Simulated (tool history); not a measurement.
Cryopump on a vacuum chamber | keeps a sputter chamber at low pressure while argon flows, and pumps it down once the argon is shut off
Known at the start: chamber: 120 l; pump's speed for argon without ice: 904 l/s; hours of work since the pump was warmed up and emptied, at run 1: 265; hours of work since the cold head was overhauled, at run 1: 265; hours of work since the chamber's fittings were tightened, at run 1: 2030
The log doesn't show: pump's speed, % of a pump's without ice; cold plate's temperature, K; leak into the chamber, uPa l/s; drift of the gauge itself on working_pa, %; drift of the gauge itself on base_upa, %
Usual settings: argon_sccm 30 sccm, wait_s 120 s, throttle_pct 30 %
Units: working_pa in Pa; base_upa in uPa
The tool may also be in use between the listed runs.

| run | hour | argon_sccm | wait_s | throttle_pct | hours of work since the pump was warmed up and emptied | hours of work since the cold head was overhauled | hours of work since the chamber's fittings were tightened | working_pa | base_upa |
|---|---|---|---|---|---|---|---|---|---|
| 1 | 0 | 30 | 120 | 30 | 265 | 265 | 2030 | 0.1938 | 5.04 |
| 2 | 58.1 | 30 | 120 | 30 | 296 | 296 | 2061 | 0.1937 | 4.9 |
| 3 | 102.1 | 30 | 120 | 30 | 320 | 320 | 2085 | 0.195 | 5.11 |
| 4 | 158.7 | 30 | 120 | 30 | 351 | 351 | 2116 | 0.1965 | 5.17 |
| 5 | 194.7 | 30 | 120 | 30 | 370 | 370 | 2135 | 0.1963 | 5.43 |
| 6 | 246.1 | 30 | 120 | 30 | 398 | 398 | 2163 | 0.1989 | 5.49 |
| 7 | 294.5 | 30 | 120 | 30 | 424 | 424 | 2189 | 0.1988 | 5.48 |
| 8 | 364.8 | 30 | 120 | 30 | 462 | 462 | 2227 | 0.2002 | 5.68 |
|  | 431 | pump warmed up, emptied and cooled again |
| 9 | 431 | 30 | 120 | 25 | 0 | 495 | 2260 | 0.2238 | 4.93 |
| 10 | 500.9 | 30 | 120 | 25 | 38 | 533 | 2298 | 0.2261 | 4.98 |
| 11 | 575.8 | 43 | 120 | 25 | 78 | 573 | 2338 | 0.3267 | 5.23 |
| 12 | 655.9 | 43 | 120 | 25 | 122 | 616 | 2382 | 0.3279 | 5.48 |
| 13 | 708.1 | 30 | 120 | 30 | 150 | 645 | 2410 | 0.1912 | 5.4 |
| 14 | 748.9 | 30 | 120 | 30 | 172 | 667 | 2432 | 0.1936 | 5.54 |
| 15 | 798.5 | 33 | 120 | 30 | 199 | 694 | 2459 | 0.2129 | 5.6 |
| 16 | 874.5 | 36 | 67 | 24 | 240 | 735 | 2500 | 0.2889 | 6.39 |
| 17 | 948.4 | 13 | 98 | 59 | 280 | 775 | 2540 | 0.0448 | 6.09 |
| 18 | 999.5 | 13 | 57 | 56 | 307 | 802 | 2567 | 0.0485 | 6.87 |
| 19 | 1068.6 | 41 | 221 | 20 | 345 | 840 | 2605 | 0.3961 | 6.08 |
|  | 1090.7 | leaking fittings of the chamber tightened, without venting |
| 20 | 1106 | 41 | 102 | 39 | 364 | 859 | 8 | 0.2122 | 1.21 |
| 21 | 1184.3 | 41 | 102 | 39 | 406 | 901 | 51 | 0.2126 | 1.35 |
| 22 | 1242.3 | 49 | 172 | 43 | 437 | 932 | 82 | 0.236 | 1.16 |
| 23 | 1315.5 | 51 | 120 | 39 | 477 | 972 | 121 | 0.2714 | 1.38 |
|  | 1358.4 | pump warmed up, emptied and cooled again |
| 24 | 1384.4 | 51 | 120 | 39 | 14 | 1006 | 156 | 0.2456 | 1.27 |
| 25 | 1464.9 | 51 | 120 | 39 | 58 | 1050 | 200 | 0.2477 | 1.38 |
| 26 | 1500.9 | 51 | 120 | 39 | 77 | 1069 | 219 | 0.2477 | 1.43 |
| 27 | 1547.8 | 29 | 65 | 28 | 102 | 1095 | 244 | 0.1973 | 1.98 |
| 28 | 1623 | 20 | 120 | 41 | 143 | 1135 | 285 | 0.0939 | 1.55 |

Forecast each of these 4 alternatives for the next run:
| A | 1667.4 | 30 | 25 | 23 | 167 | 1159 | 309 | ? | ? |
| B | 1667.4 | 20 | 133 | 17 | 167 | 1159 | 309 | ? | ? |
| C | 1667.4 | 20 | 120 | 17 | 167 | 1159 | 309 | ? | ? |
| D | 1667.4 | 26 | 48 | 41 | 167 | 1159 | 309 | ? | ? |

| run | working_pa | base_upa |
|---|---|---|
| A | 0.2509 | 4.08 |
| B | 0.2211 | 1.54 |
| C | 0.2223 | 1.66 |
| D | 0.1233 | 2.62 |
Without the tool's hidden state the same runs would have given:
| run | working_pa | base_upa |
|---|---|---|
| A | 0.2457 | 3.46 |
| B | 0.2176 | 0.92 |
| C | 0.2189 | 1.03 |
| D | 0.1188 | 1.98 |
